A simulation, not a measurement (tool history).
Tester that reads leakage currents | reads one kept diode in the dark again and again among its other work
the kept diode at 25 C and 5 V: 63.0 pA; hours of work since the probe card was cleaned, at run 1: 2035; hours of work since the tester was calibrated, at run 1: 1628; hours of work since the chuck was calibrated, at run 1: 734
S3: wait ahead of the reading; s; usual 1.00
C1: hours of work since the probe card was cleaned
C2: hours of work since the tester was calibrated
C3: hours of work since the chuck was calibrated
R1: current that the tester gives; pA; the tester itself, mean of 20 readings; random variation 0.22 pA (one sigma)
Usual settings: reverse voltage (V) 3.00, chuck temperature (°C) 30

{"run": 1, "hour": 0.0, "reverse voltage (V)": 3.0, "chuck temperature (°C)": 30, "S3": 1.0, "C1": 2035, "C2": 1628, "C3": 734, "R1": 70.93}
{"run": 2, "hour": 68.7, "reverse voltage (V)": 15.59, "chuck temperature (°C)": 30, "S3": 1.0, "C1": 2063, "C2": 1656, "C3": 762, "R1": 165.15}
{"run": 3, "hour": 187.2, "reverse voltage (V)": 15.59, "chuck temperature (°C)": 30, "S3": 1.0, "C1": 2112, "C2": 1705, "C3": 810, "R1": 165.08}
{"run": 4, "hour": 305.3, "reverse voltage (V)": 15.59, "chuck temperature (°C)": 30, "S3": 1.0, "C1": 2160, "C2": 1753, "C3": 859, "R1": 164.79}
{"run": 5, "hour": 379.4, "reverse voltage (V)": 15.59, "chuck temperature (°C)": 30, "S3": 1.0, "C1": 2191, "C2": 1784, "C3": 889, "R1": 163.9}
{"run": 6, "hour": 468.7, "reverse voltage (V)": 3.0, "chuck temperature (°C)": 30, "S3": 5.13, "C1": 2227, "C2": 1820, "C3": 926, "R1": 70.4}
{"run": 7, "hour": 590.3, "reverse voltage (V)": 3.0, "chuck temperature (°C)": 30, "S3": 5.13, "C1": 2277, "C2": 1870, "C3": 976, "R1": 69.96}
{"run": 8, "hour": 639.9, "reverse voltage (V)": 3.0, "chuck temperature (°C)": 30, "S3": 1.0, "C1": 2298, "C2": 1891, "C3": 996, "R1": 69.81}
{"hour": 647.7, "done": "tester calibrated"}
{"run": 9, "hour": 739.7, "reverse voltage (V)": 3.0, "chuck temperature (°C)": 30, "S3": 1.0, "C1": 2338, "C2": 38, "C3": 1036, "R1": 70.24}
{"run": 10, "hour": 823.8, "reverse voltage (V)": 3.0, "chuck temperature (°C)": 30, "S3": 1.0, "C1": 2372, "C2": 72, "C3": 1071, "R1": 69.84}
{"run": 11, "hour": 888.1, "reverse voltage (V)": 3.0, "chuck temperature (°C)": 30, "S3": 1.0, "C1": 2399, "C2": 99, "C3": 1097, "R1": 70.54}
{"run": 12, "hour": 978.4, "reverse voltage (V)": 3.0, "chuck temperature (°C)": 23, "S3": 1.0, "C1": 2436, "C2": 136, "C3": 1134, "R1": 40.94}
{"run": 13, "hour": 1075.3, "reverse voltage (V)": 3.0, "chuck temperature (°C)": 23, "S3": 1.0, "C1": 2475, "C2": 175, "C3": 1174, "R1": 40.78}
{"run": 14, "hour": 1142.1, "reverse voltage (V)": 2.5, "chuck temperature (°C)": 23, "S3": 1.06, "C1": 2503, "C2": 203, "C3": 1201, "R1": 37.06}
{"hour": 1236.4, "done": "tester calibrated, once more"}
{"run": 15, "hour": 1242.1, "reverse voltage (V)": 5.03, "chuck temperature (°C)": 30, "S3": 1.93, "C1": 2543, "C2": 2, "C3": 1241, "R1": 89.45}
{"run": 16, "hour": 1314.1, "reverse voltage (V)": 5.03, "chuck temperature (°C)": 30, "S3": 1.93, "C1": 2572, "C2": 32, "C3": 1271, "R1": 89.37}
{"run": 17, "hour": 1421.8, "reverse voltage (V)": 1.16, "chuck temperature (°C)": 33, "S3": 6.96, "C1": 2616, "C2": 76, "C3": 1315, "R1": 53.06}
{"run": 18, "hour": 1496.7, "reverse voltage (V)": 2.31, "chuck temperature (°C)": 30, "S3": 0.4, "C1": 2647, "C2": 107, "C3": 1346, "R1": 59.95}
{"run": 19, "hour": 1620.5, "reverse voltage (V)": 3.0, "chuck temperature (°C)": 28, "S3": 7.52, "C1": 2698, "C2": 157, "C3": 1396, "R1": 58.52}
{"run": 20, "hour": 1690.3, "reverse voltage (V)": 3.0, "chuck temperature (°C)": 30, "S3": 2.18, "C1": 2727, "C2": 186, "C3": 1425, "R1": 68.32}
{"run": 21, "hour": 1784.1, "reverse voltage (V)": 3.0, "chuck temperature (°C)": 30, "S3": 2.18, "C1": 2765, "C2": 224, "C3": 1463, "R1": 68.22}

Hidden state or all else? Some run-to-run changes of R1, split into what the settings, what came in and random variation would give without the hidden state, and what is left for the hidden state (with any gauge scatter that isn't in both results):
The hidden state here: stray current of the dirty probe card, pA a volt; current scale over the true one, %; true chuck temperature over the reading, C; drift of the gauge itself on leakage_pa, %.
Run 1 -> 2: reverse voltage (V) 3.00 -> 15.59. R1 +94.22 pA: hidden state +1.31, all else +92.91.
Run 5 -> 6: reverse voltage (V) 15.59 -> 3.00, S3 1.00 -> 5.13. R1 -93.50 pA: hidden state -1.25, all else -92.25.
Run 11 -> 12: chuck temperature (°C) 30 -> 23. R1 -29.60 pA: hidden state +1.42, all else -31.02.
Run 14 -> 15: reverse voltage (V) 2.50 -> 5.03, chuck temperature (°C) 23 -> 30, S3 1.06 -> 1.93, tester calibrated, once more. R1 +52.39 pA: hidden state -3.14, all else +55.53.
